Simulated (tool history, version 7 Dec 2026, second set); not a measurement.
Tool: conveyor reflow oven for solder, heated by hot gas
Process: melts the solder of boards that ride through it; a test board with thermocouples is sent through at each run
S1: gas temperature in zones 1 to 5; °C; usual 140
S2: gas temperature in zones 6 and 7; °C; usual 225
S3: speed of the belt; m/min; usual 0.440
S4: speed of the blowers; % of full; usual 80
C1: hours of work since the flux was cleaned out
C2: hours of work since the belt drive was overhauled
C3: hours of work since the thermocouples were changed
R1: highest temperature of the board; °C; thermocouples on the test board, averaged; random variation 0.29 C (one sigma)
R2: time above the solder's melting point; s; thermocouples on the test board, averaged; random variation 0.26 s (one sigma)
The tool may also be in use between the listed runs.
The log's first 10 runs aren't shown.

{"run": 11, "hour": 367.7, "S1": 140, "S2": 225, "S3": 0.44, "S4": 65, "C1": 198, "C2": 466, "C3": 511, "R1": 208.2, "R2": 54.4}
{"run": 12, "hour": 401.6, "S1": 140, "S2": 225, "S3": 0.44, "S4": 67, "C1": 216, "C2": 485, "C3": 529, "R1": 208.3, "R2": 54.3}
{"run": 13, "hour": 452.4, "S1": 140, "S2": 225, "S3": 0.44, "S4": 67, "C1": 243, "C2": 512, "C3": 556, "R1": 208.3, "R2": 54.1}
{"hour": 466.9, "done": "flux residue cleaned out of gas plates and filters"}
{"run": 14, "hour": 512.6, "S1": 140, "S2": 225, "S3": 0.44, "S4": 80, "C1": 25, "C2": 542, "C3": 586, "R1": 212.0, "R2": 59.6}
{"run": 15, "hour": 572.4, "S1": 140, "S2": 225, "S3": 0.36, "S4": 80, "C1": 57, "C2": 574, "C3": 618, "R1": 215.7, "R2": 79.7}
{"run": 16, "hour": 603.9, "S1": 140, "S2": 225, "S3": 0.36, "S4": 80, "C1": 74, "C2": 591, "C3": 635, "R1": 215.4, "R2": 78.8}
{"run": 17, "hour": 638.6, "S1": 140, "S2": 238, "S3": 0.44, "S4": 86, "C1": 92, "C2": 609, "C3": 654, "R1": 223.8, "R2": 68.0}
{"run": 18, "hour": 665.0, "S1": 149, "S2": 235, "S3": 0.369, "S4": 80, "C1": 107, "C2": 624, "C3": 668, "R1": 225.0, "R2": 87.8}
{"run": 19, "hour": 692.6, "S1": 149, "S2": 235, "S3": 0.369, "S4": 80, "C1": 121, "C2": 638, "C3": 683, "R1": 224.8, "R2": 86.5}
{"run": 20, "hour": 733.8, "S1": 144, "S2": 213, "S3": 0.403, "S4": 55, "C1": 144, "C2": 661, "C3": 705, "R1": 198.2, "R2": 47.4}

Forecast run 21:
{"run": 21, "hour": 784.3, "S1": 144, "S2": 213, "S3": 0.403, "S4": 55, "C1": 171, "C2": 688, "C3": 732, "R1": "?", "R2": "?"}

R1: 198.7 °C
R2: 47.4 s
Without the tool's hidden state the same run would have given R1 201.8 °C, R2 52.3 s.

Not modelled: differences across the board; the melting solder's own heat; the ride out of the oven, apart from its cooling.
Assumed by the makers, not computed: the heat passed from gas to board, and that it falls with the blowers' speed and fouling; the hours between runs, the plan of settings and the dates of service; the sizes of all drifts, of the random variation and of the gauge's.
